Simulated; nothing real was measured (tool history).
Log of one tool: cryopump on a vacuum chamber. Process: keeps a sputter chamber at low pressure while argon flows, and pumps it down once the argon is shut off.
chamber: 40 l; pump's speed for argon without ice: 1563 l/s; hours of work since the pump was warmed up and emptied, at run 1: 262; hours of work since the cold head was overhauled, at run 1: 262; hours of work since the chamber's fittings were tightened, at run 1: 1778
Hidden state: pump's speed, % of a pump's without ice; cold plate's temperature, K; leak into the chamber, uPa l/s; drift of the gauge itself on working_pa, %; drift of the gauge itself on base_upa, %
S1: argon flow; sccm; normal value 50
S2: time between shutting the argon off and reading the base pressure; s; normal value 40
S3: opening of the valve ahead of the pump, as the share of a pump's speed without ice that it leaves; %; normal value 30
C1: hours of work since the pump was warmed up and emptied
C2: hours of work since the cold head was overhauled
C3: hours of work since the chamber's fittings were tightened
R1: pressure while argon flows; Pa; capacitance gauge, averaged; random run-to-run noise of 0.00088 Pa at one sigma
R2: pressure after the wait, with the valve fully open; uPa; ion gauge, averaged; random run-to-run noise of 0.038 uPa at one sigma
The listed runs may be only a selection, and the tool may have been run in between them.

run	day	S1	S2	S3	C1	C2	C3	R1	R2
1	0.000	50	40	30	262	262	1778	0.1858	4.51
2	0.471	50	40	30	269	269	1785	0.1846	4.51
3	1.175	50	40	30	279	279	1795	0.1853	4.48
4	1.604	50	40	30	285	285	1802	0.1843	4.57
5	2.221	24	40	30	294	294	1811	0.0900	4.45
6	2.692	24	40	30	301	301	1817	0.0884	4.58
7	3.512	24	40	30	313	313	1829	0.0894	4.55
8	4.371	24	40	30	325	325	1842	0.0885	4.44
9	5.046	24	40	30	335	335	1851	0.0903	4.60
10	5.821	24	40	30	346	346	1863	0.0885	4.48
11	6.288	24	40	30	353	353	1869	0.0892	4.55
12	6.729	23	40	30	359	359	1876	0.0863	4.62
13	7.283	50	40	20	367	367	1884	0.2752	4.61
14	8.000	50	40	20	378	378	1894	0.2762	4.69
15	8.467	50	40	20	384	384	1901	0.2767	4.66
16	9.275	50	40	20	396	396	1912	0.2760	4.67
17	10.108	65	40	59	408	408	1924	0.1273	4.63
18	10.850	56	106	39	419	419	1935	0.1646	3.48
19	11.592	50	40	48	429	429	1946	0.1200	4.65
20	12.171	21	40	30	438	438	1954	0.0787	4.86
21	12.754	25	40	34	446	446	1963	0.0834	4.90
22	13.212	60	230	26	453	453	1969	0.2568	3.21
23	13.588	32	21	53	458	458	1975	0.0717	6.50
24	14.150	97	36	49	466	466	1983	0.2304	5.06
25	14.617	50	244	30	473	473	1990	0.1872	3.23
26	15.162	50	40	16	481	481	1997	0.3486	4.81

The next listed run, before its measurement:
27	15.742	57	24	16	489	489	2006	?	?

Run 27 gave R1 0.3949 Pa, R2 6.14 uPa.
Take away the tool's hidden state, keep the run-to-run variation as it was, and the same run would have given R1 0.3850 Pa, R2 3.45 uPa.
